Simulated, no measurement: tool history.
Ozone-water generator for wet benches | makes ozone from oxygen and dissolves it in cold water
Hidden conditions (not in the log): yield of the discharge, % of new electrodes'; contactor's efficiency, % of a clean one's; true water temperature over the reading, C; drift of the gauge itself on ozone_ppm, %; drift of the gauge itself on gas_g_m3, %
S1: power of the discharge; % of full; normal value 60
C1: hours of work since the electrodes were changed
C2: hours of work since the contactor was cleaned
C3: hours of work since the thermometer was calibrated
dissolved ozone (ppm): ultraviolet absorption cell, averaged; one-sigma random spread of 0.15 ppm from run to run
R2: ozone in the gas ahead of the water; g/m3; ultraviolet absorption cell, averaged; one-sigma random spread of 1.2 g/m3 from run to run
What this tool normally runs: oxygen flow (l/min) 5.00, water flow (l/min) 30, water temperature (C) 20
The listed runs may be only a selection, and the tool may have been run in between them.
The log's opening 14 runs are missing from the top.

{"run": 15, "hour": 1454.4, "S1": 60, "oxygen flow (l/min)": 5.0, "water flow (l/min)": 46, "water temperature (C)": 20, "C1": 1970, "C2": 1673, "C3": 1154, "dissolved ozone (ppm)": 13.6, "R2": 216.5}
{"run": 16, "hour": 1520.4, "S1": 60, "oxygen flow (l/min)": 5.0, "water flow (l/min)": 30, "water temperature (C)": 20, "C1": 2023, "C2": 1726, "C3": 1206, "dissolved ozone (ppm)": 19.8, "R2": 218.2}
{"run": 17, "hour": 1669.1, "S1": 60, "oxygen flow (l/min)": 5.0, "water flow (l/min)": 31, "water temperature (C)": 20, "C1": 2141, "C2": 1844, "C3": 1324, "dissolved ozone (ppm)": 19.0, "R2": 218.1}
{"run": 18, "hour": 1785.1, "S1": 97, "oxygen flow (l/min)": 5.32, "water flow (l/min)": 36, "water temperature (C)": 20, "C1": 2233, "C2": 1936, "C3": 1416, "dissolved ozone (ppm)": 23.3, "R2": 284.7}
{"run": 19, "hour": 1925.7, "S1": 97, "oxygen flow (l/min)": 5.32, "water flow (l/min)": 36, "water temperature (C)": 20, "C1": 2344, "C2": 2047, "C3": 1528, "dissolved ozone (ppm)": 23.3, "R2": 284.7}
{"run": 20, "hour": 2083.6, "S1": 41, "oxygen flow (l/min)": 3.24, "water flow (l/min)": 21, "water temperature (C)": 18, "C1": 2469, "C2": 2172, "C3": 1653, "dissolved ozone (ppm)": 20.1, "R2": 218.8}
{"run": 21, "hour": 2167.6, "S1": 77, "oxygen flow (l/min)": 3.05, "water flow (l/min)": 19, "water temperature (C)": 12, "C1": 2536, "C2": 2239, "C3": 1719, "dissolved ozone (ppm)": 35.6, "R2": 346.9}
{"run": 22, "hour": 2298.3, "S1": 77, "oxygen flow (l/min)": 3.05, "water flow (l/min)": 19, "water temperature (C)": 14, "C1": 2640, "C2": 2343, "C3": 1823, "dissolved ozone (ppm)": 35.1, "R2": 346.2}
{"run": 23, "hour": 2387.0, "S1": 77, "oxygen flow (l/min)": 3.05, "water flow (l/min)": 19, "water temperature (C)": 14, "C1": 2710, "C2": 2413, "C3": 1893, "dissolved ozone (ppm)": 35.0, "R2": 345.7}
{"run": 24, "hour": 2480.2, "S1": 77, "oxygen flow (l/min)": 3.05, "water flow (l/min)": 19, "water temperature (C)": 14, "C1": 2784, "C2": 2487, "C3": 1967, "dissolved ozone (ppm)": 34.5, "R2": 349.5}
{"hour": 2543.1, "done": "gauge calibrated"}
{"run": 25, "hour": 2551.6, "S1": 75, "oxygen flow (l/min)": 2.51, "water flow (l/min)": 30, "water temperature (C)": 20, "C1": 2841, "C2": 2544, "C3": 2024, "dissolved ozone (ppm)": 21.7, "R2": 397.0}
{"run": 26, "hour": 2644.9, "S1": 47, "oxygen flow (l/min)": 2.51, "water flow (l/min)": 30, "water temperature (C)": 12, "C1": 2915, "C2": 2618, "C3": 2098, "dissolved ozone (ppm)": 16.6, "R2": 287.2}
{"run": 27, "hour": 2747.0, "S1": 53, "oxygen flow (l/min)": 5.7, "water flow (l/min)": 30, "water temperature (C)": 12, "C1": 2996, "C2": 2699, "C3": 2179, "dissolved ozone (ppm)": 20.0, "R2": 186.6}
{"run": 28, "hour": 2858.5, "S1": 60, "oxygen flow (l/min)": 5.0, "water flow (l/min)": 30, "water temperature (C)": 16, "C1": 3084, "C2": 2787, "C3": 2267, "dissolved ozone (ppm)": 20.6, "R2": 221.4}
{"run": 29, "hour": 2996.8, "S1": 92, "oxygen flow (l/min)": 3.55, "water flow (l/min)": 18, "water temperature (C)": 23, "C1": 3194, "C2": 2897, "C3": 2377, "dissolved ozone (ppm)": 37.2, "R2": 364.3}
{"run": 30, "hour": 3105.0, "S1": 92, "oxygen flow (l/min)": 3.55, "water flow (l/min)": 18, "water temperature (C)": 23, "C1": 3280, "C2": 2983, "C3": 2463, "dissolved ozone (ppm)": 37.1, "R2": 365.7}
{"run": 31, "hour": 3251.1, "S1": 92, "oxygen flow (l/min)": 3.55, "water flow (l/min)": 18, "water temperature (C)": 23, "C1": 3395, "C2": 3099, "C3": 2579, "dissolved ozone (ppm)": 36.7, "R2": 364.8}
{"run": 32, "hour": 3333.6, "S1": 92, "oxygen flow (l/min)": 3.55, "water flow (l/min)": 18, "water temperature (C)": 23, "C1": 3461, "C2": 3164, "C3": 2644, "dissolved ozone (ppm)": 37.3, "R2": 360.2}

Branching from run 32: 4 alternative next runs. What would each branch give?
{"run": "A", "hour": 3414.3, "S1": 60, "oxygen flow (l/min)": 6.01, "water flow (l/min)": 30, "water temperature (C)": 18, "C1": 3525, "C2": 3228, "C3": 2708, "dissolved ozone (ppm)": "?", "R2": "?"}
{"run": "B", "hour": 3414.3, "S1": 52, "oxygen flow (l/min)": 5.28, "water flow (l/min)": 29, "water temperature (C)": 20, "C1": 3525, "C2": 3228, "C3": 2708, "dissolved ozone (ppm)": "?", "R2": "?"}
{"run": "C", "hour": 3414.3, "S1": 60, "oxygen flow (l/min)": 5.0, "water flow (l/min)": 29, "water temperature (C)": 13, "C1": 3525, "C2": 3228, "C3": 2708, "dissolved ozone (ppm)": "?", "R2": "?"}
{"run": "D", "hour": 3414.3, "S1": 60, "oxygen flow (l/min)": 6.46, "water flow (l/min)": 40, "water temperature (C)": 20, "C1": 3525, "C2": 3228, "C3": 2708, "dissolved ozone (ppm)": "?", "R2": "?"}

run=A dissolved_ozone_(ppm)=20.0 R2=193.2
run=B dissolved_ozone_(ppm)=18.2 R2=192.4
run=C dissolved_ozone_(ppm)=21.2 R2=217.7
run=D dissolved_ozone_(ppm)=15.7 R2=186.4
Take away the tool's hidden state, keep each run's random variation, and the runs would have read:
run=A dissolved_ozone_(ppm)=20.0 R2=195.2
run=B dissolved_ozone_(ppm)=18.2 R2=194.3
run=C dissolved_ozone_(ppm)=21.2 R2=219.9
run=D dissolved_ozone_(ppm)=15.7 R2=188.3
